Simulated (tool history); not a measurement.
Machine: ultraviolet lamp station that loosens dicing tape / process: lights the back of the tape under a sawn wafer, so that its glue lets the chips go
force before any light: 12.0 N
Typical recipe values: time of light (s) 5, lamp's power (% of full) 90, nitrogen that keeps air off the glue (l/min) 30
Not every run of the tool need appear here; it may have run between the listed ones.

run,hour,time of light (s),lamp's power (% of full),nitrogen that keeps air off the glue (l/min),force that peels the tape off (N),light that reached the tape (J/m2)
1,0.0,5,90,30,1.624,4060
2,12.2,5,90,30,1.649,4090
3,26.3,2,90,30,5.325,1580
4,35.2,2,90,30,5.557,1610
5,43.2,2,90,30,5.529,1600
6,56.5,2,90,30,5.517,1590
7,70.6,2,80,30,6.053,1390
8,81.9,5,90,30,1.773,3950
9,94.4,5,90,30,1.735,3940
10,101.8,5,90,19,2.487,3980
11,113.0,5,90,19,2.468,3890
12,127.5,5,80,30,2.165,3460
13,138.0,5,80,30,2.167,3420
14,144.4,5,80,30,2.200,3440
15,151.0,5,80,30,2.196,3400
16,163.8,5,80,30,2.296,3410
17,176.0,5,80,30,2.264,3380
18,185.4,5,80,35,2.068,3400
19,195.7,5,90,30,1.886,3770
20,202.6,5,90,30,1.880,3820
21,213.5,5,90,30,1.935,3730
22,223.3,5,90,30,1.903,3820
23,237.5,3,68,14,6.486,1700
24,249.2,3,82,12,6.108,1990
25,262.5,3,82,12,6.049,2000
26,271.1,5,68,12,4.689,2780
27,279.1,3,87,27,4.388,2150
28,288.8,4,83,13,4.712,2700
29,298.6,4,83,13,4.699,2670
30,309.8,5,78,12,4.223,3100
31,320.7,5,67,11,5.059,2700
32,335.0,4,90,30,2.964,2880
33,346.6,7,86,12,2.422,4740
34,353.3,3,86,11,5.943,2070
35,366.9,3,77,30,4.898,1820
36,373.2,7,73,30,1.651,3990
37,381.3,8,73,12,2.681,4530
38,392.6,4,85,17,4.322,2670
39,399.2,8,77,23,1.496,4830
40,408.0,8,77,23,1.546,4770
41,421.8,5,74,30,2.874,2910
42,431.3,5,74,30,2.899,2820
43,443.0,5,83,30,2.450,3210
# hour 452.2: window cleaned of glue's vapour
44,457.6,2,98,18,6.199,1760

Branching from run 44: 3 alternative next runs. What would each branch give?
A,466.3,3,67,18,?,?
B,466.3,2,78,41,?,?
C,466.3,2,97,53,?,?

run,force that peels the tape off (N),light that reached the tape (J/m2)
A,5.946,1710
B,5.545,1360
C,4.227,1640
With the hidden condition removed and each run's random variation left untouched, the same runs would have given:
run,force that peels the tape off (N),light that reached the tape (J/m2)
A,4.822,2240
B,4.413,1760
C,3.106,2150
